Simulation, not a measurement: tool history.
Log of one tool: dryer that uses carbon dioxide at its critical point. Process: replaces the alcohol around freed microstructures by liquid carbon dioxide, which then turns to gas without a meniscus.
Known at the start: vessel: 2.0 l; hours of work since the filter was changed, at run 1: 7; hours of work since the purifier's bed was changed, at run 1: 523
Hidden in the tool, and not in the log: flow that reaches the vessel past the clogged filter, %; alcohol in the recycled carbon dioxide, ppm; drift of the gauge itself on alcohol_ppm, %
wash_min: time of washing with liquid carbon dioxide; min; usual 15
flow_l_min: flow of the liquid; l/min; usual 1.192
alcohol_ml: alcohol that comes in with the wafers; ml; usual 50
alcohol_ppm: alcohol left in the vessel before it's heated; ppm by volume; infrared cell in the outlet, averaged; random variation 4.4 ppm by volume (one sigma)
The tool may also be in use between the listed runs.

run     day  wash_min  flow_l_min  alcohol_ml  hours of work since the filter was changed  hours of work since the purifier's bed was changed  alcohol_ppm
  1   0.000        15       1.192          50                                           7                                                 523           48
  2   1.525        15       1.192          50                                          21                                                 537           49
  3   2.467        15       1.192          50                                          30                                                 546           59
  4   3.904        15       1.800          50                                          43                                                 559           46
  5   5.412        15       1.060          50                                          57                                                 573           79
  6   6.121        15       1.192          50                                          63                                                 579           65
  7   7.879        15       1.230          50                                          79                                                 595           60
  8   9.446        15       1.192          37                                          94                                                 610           60
  9  10.208        10       1.192          50                                         101                                                 617          221
 10  11.050        10       1.192          50                                         108                                                 624          221
 11  12.533        16       1.192          50                                         122                                                 638           51
 12  13.825        16       1.192          50                                         134                                                 650           71
 13  15.246        15       1.250          50                                         147                                                 663           66
 14  16.546        15       1.600          50                                         159                                                 675           56
 15  17.562        11       1.192          50                                         168                                                 684          175
 16  19.225        15       1.192          50                                         183                                                 699           72
 17  20.571        15       1.192          50                                         196                                                 712           75
 18  21.546        15       1.540          50                                         205                                                 721           59
 19  23.242        20       1.192          50                                         220                                                 736           63
 20  24.350        20       1.192          82                                         230                                                 746           66
 21  25.396        16       1.192          82                                         240                                                 756           92
 22  26.338        15       1.192          50                                         249                                                 765           97
 23  27.775        15       1.192          50                                         262                                                 778           90
 24  28.700        15       1.192          77                                         270                                                 786           96
 25  29.708        10       1.590          68                                         280                                                 795          128
 26  30.546        15       1.192          24                                         287                                                 803           65

The next listed run, before its measurement:
 27  31.950        13       1.930          34                                         300                                                 816            ?

Run 27 gave alcohol_ppm 62 ppm by volume.
Without the tool's hidden state the same run would have given alcohol_ppm 4 ppm by volume.
